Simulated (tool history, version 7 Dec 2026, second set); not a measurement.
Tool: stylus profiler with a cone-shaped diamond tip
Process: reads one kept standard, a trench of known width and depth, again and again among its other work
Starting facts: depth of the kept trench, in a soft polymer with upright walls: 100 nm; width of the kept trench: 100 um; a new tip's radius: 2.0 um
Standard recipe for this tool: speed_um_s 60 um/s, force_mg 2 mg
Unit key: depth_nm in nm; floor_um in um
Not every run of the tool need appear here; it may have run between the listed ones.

run,hour,speed_um_s,force_mg,depth_nm,floor_um
1,0,60,2,101.12,98.45
2,48.6,60,2,101.06,98.41
3,109.6,60,2,101.04,98.41
4,155,60,2,101.05,98.39
5,196.3,60,2,101.06,98.43
6,229.9,60,2,101.1,98.41
7,261.6,60,2,100.99,98.39
8,318.7,60,2,101.02,98.42
9,386.2,60,2,101.05,98.36
10,417.8,60,2,101.04,98.43
11,472.5,60,2,101.12,98.37
12,518,60,2,101.12,98.44
13,558.8,137,2,101.1,97.97
14,601.2,95,2,101.05,98.19
15,656.2,116,2,101.14,98.08
16,704.9,116,2,101.11,98.11
17,745,24,2,101.06,98.59
18,797.3,24,2,101.12,98.59
19,829.1,16,2,101.08,98.7
20,892.6,79,2,101.06,98.32
21,948.2,79,2,101.09,98.28
22,1010.1,79,2,101.13,98.33
23,1074.7,60,2.43,101.26,98.47
24,1118.3,60,2.43,101.27,98.42
25,1186.9,60,5.66,102.24,98.57
# hour 1217: height scale calibrated on a step standard
26,1256.5,18,1.19,100.76,98.64
27,1321.9,124,1.22,100.76,97.86
28,1358.7,54,1.43,100.87,98.32
29,1412.3,54,1.43,100.83,98.37
30,1463.1,23,2.53,101.29,98.63
31,1493.7,104,2.53,101.32,98.21
32,1524.7,46,0.88,100.66,98.33
33,1581.3,46,1.06,100.66,98.38
34,1628.1,46,1.06,100.75,98.4
35,1698.3,22,1.36,100.8,98.64
36,1733.3,59,1.28,100.79,98.31
37,1794.2,59,1.28,100.88,98.31
38,1862.8,54,2,101.03,98.44
39,1891.3,99,1.35,100.82,98.06
40,1948.5,99,1.35,100.82,98.08
41,2015.7,99,1.35,100.75,98.05
42,2067.5,99,1.35,100.87,98.06
43,2124.1,99,1.35,100.93,98.07

5 options for the next run, each taken on its own from the tool as it stands now. Forecast them:
A,2177.8,60,2.11,?,?
B,2177.8,60,2.35,?,?
C,2177.8,60,0.71,?,?
D,2177.8,27,1.35,?,?
E,2177.8,16,0.76,?,?

run,depth_nm,floor_um
A,101.15,98.45
B,101.2,98.37
C,100.6,98.17
D,100.83,98.52
E,100.58,98.55
Without the tool's unlogged condition, the same runs would have read:
run,depth_nm,floor_um
A,101.14,98.46
B,101.19,98.37
C,100.59,98.18
D,100.83,98.52
E,100.57,98.56
